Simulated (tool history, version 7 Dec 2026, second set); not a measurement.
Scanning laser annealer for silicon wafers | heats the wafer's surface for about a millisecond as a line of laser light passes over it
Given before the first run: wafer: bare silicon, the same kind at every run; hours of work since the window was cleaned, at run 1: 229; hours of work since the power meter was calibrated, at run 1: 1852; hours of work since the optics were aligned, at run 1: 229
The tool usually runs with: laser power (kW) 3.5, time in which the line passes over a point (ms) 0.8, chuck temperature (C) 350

| run | hour | laser power (kW) | time in which the line passes over a point (ms) | chuck temperature (C) | hours of work since the window was cleaned | hours of work since the power meter was calibrated | hours of work since the optics were aligned | highest temperature of the surface (C) |
|---|---|---|---|---|---|---|---|---|
| 1 | 0 | 3.5 | 0.8 | 350 | 229 | 1852 | 229 | 1046 |
| 2 | 80.4 | 3.5 | 0.8 | 317 | 278 | 1901 | 278 | 1012 |
| 3 | 135.4 | 3.5 | 0.8 | 317 | 312 | 1935 | 312 | 1010 |
| 4 | 176.3 | 3.5 | 0.8 | 317 | 337 | 1960 | 337 | 1009 |
| 5 | 243.6 | 3.5 | 0.8 | 317 | 378 | 2002 | 378 | 1007 |
| 6 | 286.5 | 3.5 | 0.8 | 317 | 405 | 2028 | 405 | 1004 |
| 7 | 363.7 | 3.5 | 0.8 | 317 | 452 | 2076 | 452 | 999 |
|  | 379 | window over the wafer cleaned |
| 8 | 429.2 | 3.5 | 0.8 | 317 | 31 | 2115 | 491 | 1018 |
| 9 | 484.2 | 3.5 | 0.8 | 321 | 65 | 2148 | 525 | 1017 |
| 10 | 536.1 | 3.5 | 0.8 | 321 | 97 | 2180 | 557 | 1018 |
| 11 | 598.5 | 3.5 | 0.8 | 350 | 135 | 2219 | 595 | 1045 |
| 12 | 650.8 | 3.5 | 0.582 | 350 | 167 | 2251 | 627 | 948 |
|  | 662.2 | optics aligned, line set to its width |
| 13 | 737.4 | 3.5 | 0.582 | 350 | 217 | 2301 | 46 | 942 |
| 14 | 801.7 | 3.5 | 0.8 | 350 | 257 | 2340 | 86 | 1033 |
| 15 | 859.5 | 3.5 | 0.8 | 334 | 292 | 2376 | 121 | 1016 |
| 16 | 903.7 | 3.5 | 0.8 | 334 | 319 | 2403 | 148 | 1012 |
| 17 | 963.7 | 3.447 | 0.644 | 347 | 356 | 2440 | 185 | 953 |
| 18 | 1028.3 | 3.408 | 0.951 | 375 | 396 | 2480 | 225 | 1084 |
| 19 | 1102.2 | 3.408 | 0.951 | 375 | 442 | 2525 | 270 | 1084 |
|  | 1133.9 | optics aligned, line set to its width, once more |
|  | 1140.8 | window over the wafer cleaned |
| 20 | 1158.5 | 3.461 | 0.583 | 321 | 11 | 2555 | 14 | 927 |
| 21 | 1212.9 | 3.143 | 0.617 | 327 | 44 | 2589 | 47 | 890 |
| 22 | 1278 | 3.407 | 0.979 | 327 | 84 | 2629 | 87 | 1074 |
| 23 | 1362.7 | 3.048 | 0.844 | 350 | 136 | 2681 | 139 | 970 |
| 24 | 1433.1 | 3.82 | 0.9 | 350 | 180 | 2724 | 183 | 1154 |
| 25 | 1481 | 3.82 | 0.9 | 350 | 209 | 2754 | 212 | 1155 |
| 26 | 1569.4 | 3.311 | 0.756 | 389 | 263 | 2808 | 267 | 1028 |
| 27 | 1617.7 | 3.311 | 0.877 | 389 | 293 | 2838 | 296 | 1066 |
| 28 | 1688.4 | 3.032 | 0.784 | 350 | 337 | 2881 | 340 | 937 |
| 29 | 1763.5 | 3.577 | 0.625 | 315 | 383 | 2927 | 386 | 941 |
| 30 | 1848.2 | 3.123 | 0.8 | 332 | 435 | 2979 | 438 | 939 |
|  | 1892 | window over the wafer cleaned |
| 31 | 1897 | 3.079 | 0.956 | 346 | 3 | 3008 | 467 | 1013 |

Table of differences, measured result less the result of that run with no hidden state. Run-to-run variation is the same in both. Gauge scatter possibly is not:
What the log doesn't record here: light that passes the window, % of a clean one's; laser's true power over the reading, %; width of the line over the set one, %; drift of the gauge itself on peak_c, C.
| run | highest temperature of the surface (C) |
|---|---|
| 1 | -15 |
| 2 | -19 |
| 3 | -21 |
| 4 | -22 |
| 5 | -26 |
| 6 | -28 |
| 7 | -30 |
| 8 | -13 |
| 9 | -15 |
| 10 | -17 |
| 11 | -20 |
| 12 | -19 |
| 13 | -24 |
| 14 | -30 |
| 15 | -32 |
| 16 | -34 |
| 17 | -32 |
| 18 | -41 |
| 19 | -44 |
| 20 | -5 |
| 21 | -6 |
| 22 | -11 |
| 23 | -13 |
| 24 | -19 |
| 25 | -21 |
| 26 | -20 |
| 27 | -24 |
| 28 | -23 |
| 29 | -27 |
| 30 | -30 |
| 31 | -12 |
